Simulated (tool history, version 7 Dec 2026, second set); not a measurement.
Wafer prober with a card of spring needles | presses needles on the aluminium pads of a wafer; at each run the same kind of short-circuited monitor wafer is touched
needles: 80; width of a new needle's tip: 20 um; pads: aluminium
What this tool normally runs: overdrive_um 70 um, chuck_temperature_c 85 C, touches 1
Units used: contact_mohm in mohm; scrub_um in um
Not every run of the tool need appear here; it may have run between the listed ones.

| run | day | overdrive_um | chuck_temperature_c | touches | contact_mohm | scrub_um |
|---|---|---|---|---|---|---|
| 1 | 0 | 70 | 85 | 1 | 152 | 9.34 |
|  | 0.312 | tips cleaned on abrasive film |
| 2 | 0.462 | 70 | 85 | 1 | 160 | 9.27 |
|  | 0.8 | tips cleaned on abrasive film |
| 3 | 1.025 | 70 | 85 | 1 | 162 | 9.2 |
|  | 1.288 | tips cleaned on abrasive film |
| 4 | 1.55 | 70 | 85 | 1 | 167 | 9.21 |
|  | 1.725 | tips cleaned on abrasive film |
| 5 | 2.021 | 74 | 85 | 1 | 162 | 9.66 |
|  | 2.183 | tips cleaned on abrasive film |
| 6 | 2.521 | 74 | 44 | 1 | 167 | 9.68 |
|  | 2.638 | tips cleaned on abrasive film |
|  | 3.112 | tips cleaned on abrasive film |
| 7 | 3.338 | 70 | 85 | 1 | 164 | 9.16 |
|  | 3.554 | tips cleaned on abrasive film |
|  | 4.042 | tips cleaned on abrasive film |
| 8 | 4.117 | 70 | 85 | 1 | 149 | 9.15 |
|  | 4.488 | tips cleaned on abrasive film |
| 9 | 4.6 | 70 | 59 | 1 | 149 | 9.11 |
|  | 4.65 | height of the first contact set anew |
|  | 4.946 | tips cleaned on abrasive film |
| 10 | 5.175 | 70 | 85 | 1 | 169 | 8.85 |
|  | 5.388 | tips cleaned on abrasive film |
|  | 5.858 | tips cleaned on abrasive film |
| 11 | 5.933 | 70 | 85 | 1 | 154 | 8.74 |
|  | 6.288 | tips cleaned on abrasive film |
| 12 | 6.608 | 70 | 40 | 1 | 172 | 8.74 |
|  | 6.779 | tips cleaned on abrasive film |
|  | 7.262 | tips cleaned on abrasive film |
| 13 | 7.279 | 70 | 28 | 1 | 131 | 8.72 |
|  | 7.704 | tips cleaned on abrasive film |
| 14 | 8.096 | 70 | 28 | 1 | 181 | 8.73 |
|  | 8.142 | tips cleaned on abrasive film |
|  | 8.392 | height of the first contact set anew, once more |
| 15 | 8.562 | 58 | 64 | 1 | 192 | 8.01 |
|  | 8.617 | tips cleaned on abrasive film |
| 16 | 8.95 | 65 | 57 | 1 | 176 | 8.75 |
|  | 9.071 | tips cleaned on abrasive film |
| 17 | 9.333 | 65 | 57 | 1 | 168 | 8.84 |
|  | 9.508 | tips cleaned on abrasive film |
|  | 9.988 | tips cleaned on abrasive film |
| 18 | 10.008 | 65 | 57 | 1 | 136 | 8.8 |
|  | 10.433 | tips cleaned on abrasive film |
| 19 | 10.783 | 70 | 85 | 1 | 175 | 9.39 |
|  | 10.9 | tips cleaned on abrasive film |
| 20 | 11.208 | 69 | 53 | 3 | 142 | 9.37 |
|  | 11.371 | tips cleaned on abrasive film |
| 21 | 11.788 | 79 | 85 | 2 | 157 | 10.69 |
|  | 11.838 | tips cleaned on abrasive film |
|  | 12.296 | tips cleaned on abrasive film |
| 22 | 12.454 | 79 | 85 | 2 | 142 | 10.56 |
|  | 12.788 | tips cleaned on abrasive film |
| 23 | 12.954 | 65 | 29 | 1 | 159 | 8.71 |
|  | 13.217 | tips cleaned on abrasive film |
| 24 | 13.388 | 65 | 29 | 1 | 154 | 8.68 |

3 ways to go on from here, each from the tool as it stands after run 24. What would each give?
|  | 13.679 | tips cleaned on abrasive film |
|  | 14.112 | tips cleaned on abrasive film |
| A | 14.2 | 69 | 85 | 2 | ? | ? |
|  | 13.679 | tips cleaned on abrasive film |
|  | 14.112 | tips cleaned on abrasive film |
| B | 14.2 | 65 | 29 | 2 | ? | ? |
|  | 13.679 | tips cleaned on abrasive film |
|  | 14.112 | tips cleaned on abrasive film |
| C | 14.2 | 65 | 40 | 1 | ? | ? |

| run | contact_mohm | scrub_um |
|---|---|---|
| A | 144 | 9.36 |
| B | 138 | 8.61 |
| C | 148 | 8.66 |
What these runs would have given with no unlogged condition in the tool:
| run | contact_mohm | scrub_um |
|---|---|---|
| A | 133 | 9.54 |
| B | 125 | 8.79 |
| C | 127 | 8.84 |
